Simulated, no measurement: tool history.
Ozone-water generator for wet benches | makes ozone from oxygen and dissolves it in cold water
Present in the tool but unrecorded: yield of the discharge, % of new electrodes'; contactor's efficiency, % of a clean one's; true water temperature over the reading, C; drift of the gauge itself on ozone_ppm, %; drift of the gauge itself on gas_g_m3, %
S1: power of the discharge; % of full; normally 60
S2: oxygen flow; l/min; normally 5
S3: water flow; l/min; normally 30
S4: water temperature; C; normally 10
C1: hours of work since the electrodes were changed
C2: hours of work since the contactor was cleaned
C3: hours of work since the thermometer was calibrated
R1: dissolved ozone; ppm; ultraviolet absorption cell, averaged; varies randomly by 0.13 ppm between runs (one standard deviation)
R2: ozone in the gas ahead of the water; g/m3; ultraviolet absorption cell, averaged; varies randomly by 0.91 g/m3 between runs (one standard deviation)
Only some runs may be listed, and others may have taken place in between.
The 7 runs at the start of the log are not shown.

run	hour	S1	S2	S3	S4	C1	C2	C3	R1	R2
8	335.1	60	5	26	10	958	3441	4292	15.2	149.7
9	396	60	4.56	30	10	1008	3490	4341	13.3	159.3
10	432.4	60	4.56	30	10	1037	3519	4370	13.2	159.2
11	490.5	60	4.56	30	10	1084	3566	4417	13.3	158.7
12	523.2	60	5	30	5	1110	3593	4444	14.1	149.4
13	560.5	60	5	30	10	1140	3623	4474	13.2	150
# hour 564.4: water thermometer calibrated
14	618.7	60	5	30	10	1187	3669	44	13.1	146.8
15	654.6	60	5	30	10	1216	3698	73	12.9	147
16	693.1	60	5	30	10	1247	3730	104	13.5	148.6
17	735.1	70	5	24	10	1281	3763	138	17.8	164.5
18	786.6	70	5	24	5	1323	3805	180	18.8	165.1
19	828.8	70	5	38	5	1357	3839	214	12	163.7
20	883.6	89	5	30	10	1401	3883	258	17.1	193.2
21	913.4	60	6.46	46	10	1425	3908	282	8.9	123
22	977.4	60	5	30	9	1477	3959	334	13.2	147.1
23	1026.3	60	5	20	14	1517	3999	373	17.6	146.6
24	1076.7	60	3.18	20	14	1557	4040	414	18.4	202.9
25	1138.2	41	2.87	30	10	1607	4089	464	9.6	168.6
26	1202.7	81	4.81	34	8	1659	4141	516	14.4	186.5
27	1239	81	2.67	23	17	1688	4171	545	18.7	275.9
28	1294	96	7.8	22	17	1733	4215	590	20.1	149.7
29	1323.6	96	7.8	22	17	1757	4239	614	20.2	147.7
30	1382.9	96	7.8	22	17	1805	4287	661	20.1	147.5
31	1436.8	46	8.53	38	10	1848	4331	705	8.6	85.5
32	1492.7	44	6.99	30	10	1893	4376	750	10.6	94.5

Below are 4 alternative next runs, each starting from the tool's condition after run 32. Predict each:
A	1538.1	55	5	19	10	1930	4412	787	?	?
B	1538.1	44	4.5	38	10	1930	4412	787	?	?
C	1538.1	44	6.99	45	5	1930	4412	787	?	?
D	1538.1	88	6.99	48	10	1930	4412	787	?	?

run	R1	R2
A	18.3	138.4
B	8.2	128.2
C	7.6	93.7
D	10.8	149.6
With the hidden condition removed and each run's random variation left untouched, the same runs would have given:
run	R1	R2
A	19.5	144.3
B	8.8	132.7
C	8.1	97
D	11.8	158.6

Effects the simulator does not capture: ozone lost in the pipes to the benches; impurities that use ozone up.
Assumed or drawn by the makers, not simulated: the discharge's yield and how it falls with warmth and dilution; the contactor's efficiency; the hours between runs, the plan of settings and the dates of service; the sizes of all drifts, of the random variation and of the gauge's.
